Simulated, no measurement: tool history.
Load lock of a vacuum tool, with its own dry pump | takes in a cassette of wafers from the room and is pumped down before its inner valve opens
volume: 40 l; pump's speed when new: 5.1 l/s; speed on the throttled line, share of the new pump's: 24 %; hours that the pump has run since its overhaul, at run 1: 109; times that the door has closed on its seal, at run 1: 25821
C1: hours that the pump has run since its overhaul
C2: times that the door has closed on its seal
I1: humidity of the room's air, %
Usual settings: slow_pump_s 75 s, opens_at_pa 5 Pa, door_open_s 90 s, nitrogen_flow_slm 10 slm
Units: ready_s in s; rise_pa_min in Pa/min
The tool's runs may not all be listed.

Run 1, hour 0.0: usual settings; C1 109; C2 25821; I1 43.0. Result: ready_s 135.8 s, rise_pa_min 0.190 Pa/min.
Run 2, hour 532.6: usual settings; C1 641; C2 27776; I1 46.2. Result: ready_s 135.0 s, rise_pa_min 0.215 Pa/min.
Run 3, hour 920.2: usual settings; C1 1029; C2 29199; I1 45.5. Result: ready_s 135.2 s, rise_pa_min 0.222 Pa/min.
Run 4, hour 1289.2: usual settings; C1 1398; C2 30554; I1 43.0. Result: ready_s 138.0 s, rise_pa_min 0.234 Pa/min.
Run 5, hour 1797.3: usual settings; C1 1906; C2 32420; I1 44.7. Result: ready_s 137.0 s, rise_pa_min 0.257 Pa/min.
At hour 2161.3: door's seal changed, seat wiped.
Run 6, hour 2292.3: usual settings but slow_pump_s 68 s; C1 2399; C2 480; I1 46.1. Result: ready_s 130.5 s, rise_pa_min 0.031 Pa/min.
Run 7, hour 2601.1: usual settings but slow_pump_s 59 s; C1 2708; C2 1615; I1 44.3. Result: ready_s 125.9 s, rise_pa_min 0.037 Pa/min.
Run 8, hour 3098.8: usual settings but slow_pump_s 98 s, opens_at_pa 4 Pa, door_open_s 34 s; C1 3206; C2 3442; I1 48.5. Result: ready_s 156.7 s, rise_pa_min 0.026 Pa/min.
Run 9, hour 3406.4: usual settings but slow_pump_s 98 s, opens_at_pa 4 Pa, door_open_s 34 s; C1 3514; C2 4571; I1 46.8. Result: ready_s 157.7 s, rise_pa_min 0.029 Pa/min.
Run 10, hour 3685.3: usual settings but slow_pump_s 98 s, opens_at_pa 7 Pa, door_open_s 34 s; C1 3793; C2 5595; I1 44.4. Result: ready_s 152.6 s, rise_pa_min 0.031 Pa/min.
Run 11, hour 4005.3: usual settings but slow_pump_s 98 s, opens_at_pa 7 Pa, door_open_s 34 s; C1 4112; C2 6770; I1 45.0. Result: ready_s 152.2 s, rise_pa_min 0.037 Pa/min.
Run 12, hour 4519.2: usual settings but slow_pump_s 76 s, opens_at_pa 4 Pa, door_open_s 34 s; C1 4626; C2 8657; I1 41.6. Result: ready_s 142.1 s, rise_pa_min 0.049 Pa/min.
Run 13, hour 4823.6: usual settings but opens_at_pa 4 Pa; C1 4931; C2 9775; I1 46.7. Result: ready_s 140.8 s, rise_pa_min 0.064 Pa/min.
Run 14, hour 5040.4: usual settings but opens_at_pa 4 Pa; C1 5148; C2 10571; I1 45.0. Result: ready_s 142.4 s, rise_pa_min 0.065 Pa/min.

Forecast each of these 4 alternatives for the next run:
Run A, hour 5303.9: usual settings but opens_at_pa 4 Pa, door_open_s 84 s; C1 5411; C2 11538; I1 41.2. Result: ready_s ?, rise_pa_min ?.
Run B, hour 5303.9: usual settings but slow_pump_s 88 s, opens_at_pa 8 Pa, nitrogen_flow_slm 11 slm; C1 5411; C2 11538; I1 45.9. Result: ready_s ?, rise_pa_min ?.
Run C, hour 5303.9: usual settings but opens_at_pa 4 Pa, door_open_s 168 s; C1 5411; C2 11538; I1 47.0. Result: ready_s ?, rise_pa_min ?.
Run D, hour 5303.9: usual settings but slow_pump_s 95 s, opens_at_pa 10 Pa, door_open_s 85 s; C1 5411; C2 11538; I1 42.7. Result: ready_s ?, rise_pa_min ?.

run  ready_s  rise_pa_min
  A    141.0        0.072
  B    144.4        0.072
  C    142.3        0.085
  D    147.2        0.062
Without the tool's hidden state the same runs would have given:
run  ready_s  rise_pa_min
  A    138.3        0.029
  B    142.3        0.028
  C    139.6        0.043
  D    145.2        0.020
